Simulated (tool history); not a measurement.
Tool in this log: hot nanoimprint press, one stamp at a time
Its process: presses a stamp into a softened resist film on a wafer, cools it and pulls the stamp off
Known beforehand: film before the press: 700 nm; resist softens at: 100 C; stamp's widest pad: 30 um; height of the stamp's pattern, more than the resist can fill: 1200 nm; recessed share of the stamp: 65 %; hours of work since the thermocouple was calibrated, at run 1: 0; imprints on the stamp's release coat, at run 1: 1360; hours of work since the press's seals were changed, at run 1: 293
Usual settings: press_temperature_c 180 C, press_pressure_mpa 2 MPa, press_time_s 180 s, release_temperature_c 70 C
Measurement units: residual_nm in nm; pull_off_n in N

run,day,press_temperature_c,press_pressure_mpa,press_time_s,release_temperature_c,hours of work since the thermocouple was calibrated,imprints on the stamp's release coat,hours of work since the press's seals were changed,residual_nm,pull_off_n
1,0,180,2,180,70,0,1360,293,399.4,229
2,2.721,180,2,180,70,42,1554,335,395.3,222
3,5.558,180,2,180,70,85,1757,378,399,223
4,7.529,180,2,180,70,116,1898,409,401.8,216
# day 9.233: stamp cleaned and given a new release coat
5,10.454,180,2,180,70,157,87,450,397,217
6,12.35,180,2,180,70,186,222,479,401,227
7,16.217,180,2,180,70,245,498,538,399.5,225
8,19.312,180,2,180,70,293,719,586,397.2,232
9,21.042,180,2,180,70,319,843,612,396.9,219
# day 21.996: press's hydraulic seals changed and the load cell set to zero
10,23.217,180,1.86,180,70,348,974,19,407,229
11,26.162,180,2,180,70,393,1184,64,397.5,214
12,28.933,180,2,180,70,436,1382,107,394.4,224
13,32.85,180,2.91,180,70,496,1661,167,338.6,223
# day 34.3: plate thermocouple calibrated
14,35.867,180,2,134,70,24,1868,211,433.8,221
# day 37.783: stamp cleaned and given a new release coat
15,39.654,180,2,134,70,78,133,266,433.8,217
16,42.871,180,2,134,70,128,363,315,437.5,216
17,45.7,179,1.26,216,70,171,565,358,458.3,218
18,48.75,179,1.2,216,76,218,782,405,470.2,184
19,51.929,180,2,180,56,267,1009,454,399.3,305
20,53.696,180,2,180,56,294,1135,481,393.1,318
21,57.217,180,2,180,56,348,1386,535,397.6,312
22,60.267,175,2,180,73,395,1604,582,449.2,208
# day 63.35: press's hydraulic seals changed and the load cell set to zero
23,64.058,180,2,112,70,448,1851,11,456.7,229
# day 66.154: stamp cleaned and given a new release coat
24,67.558,180,2,112,70,498,100,61,452.3,217
# day 68.804: plate thermocouple calibrated
25,70.021,191,1.86,103,61,19,267,97,374,277
26,71.962,180,2,128,70,49,406,127,438.6,227
27,74.062,170,2,180,70,81,556,159,506.6,224
28,77.9,170,2,180,70,140,829,218,500.7,223
29,81.221,190,2.33,127,64,191,1066,269,319.6,252
30,84.488,181,2.33,127,64,241,1299,319,409.9,261
31,88.238,181,2.33,127,64,299,1567,377,407.2,263

Across each entry between runs, compare the hidden state at the last listed run before it with the hidden state at the first listed run after it:
Run 4 -> run 5: stamp cleaned and given a new release coat (day 9.233)
  grip of the stamp's worn release coat, % over a new coat's: 0.9 -> 0
Run 9 -> run 10: press's hydraulic seals changed and the load cell set to zero (day 21.996)
  pressure that arrives at the usual setting, %: 99.94 -> 100
Run 13 -> run 14: plate thermocouple calibrated (day 34.3)
  true temperature over the reading, C: 0.04 -> 0; grip of the stamp's worn release coat, % over a new coat's: 0.7 -> 0.9
Run 14 -> run 15: stamp cleaned and given a new release coat (day 37.783)
  true temperature over the reading, C: 0 -> 0.01; pressure that arrives at the usual setting, %: 99.99 -> 99.98; grip of the stamp's worn release coat, % over a new coat's: 0.9 -> 0.1
Run 22 -> run 23: press's hydraulic seals changed and the load cell set to zero (day 63.35)
  true temperature over the reading, C: 0.03 -> 0.04; pressure that arrives at the usual setting, %: 99.95 -> 100; grip of the stamp's worn release coat, % over a new coat's: 0.7 -> 0.8
Run 23 -> run 24: stamp cleaned and given a new release coat (day 66.154)
  grip of the stamp's worn release coat, % over a new coat's: 0.8 -> 0
Run 24 -> run 25: plate thermocouple calibrated (day 68.804)
  true temperature over the reading, C: 0.04 -> 0; grip of the stamp's worn release coat, % over a new coat's: 0 -> 0.1

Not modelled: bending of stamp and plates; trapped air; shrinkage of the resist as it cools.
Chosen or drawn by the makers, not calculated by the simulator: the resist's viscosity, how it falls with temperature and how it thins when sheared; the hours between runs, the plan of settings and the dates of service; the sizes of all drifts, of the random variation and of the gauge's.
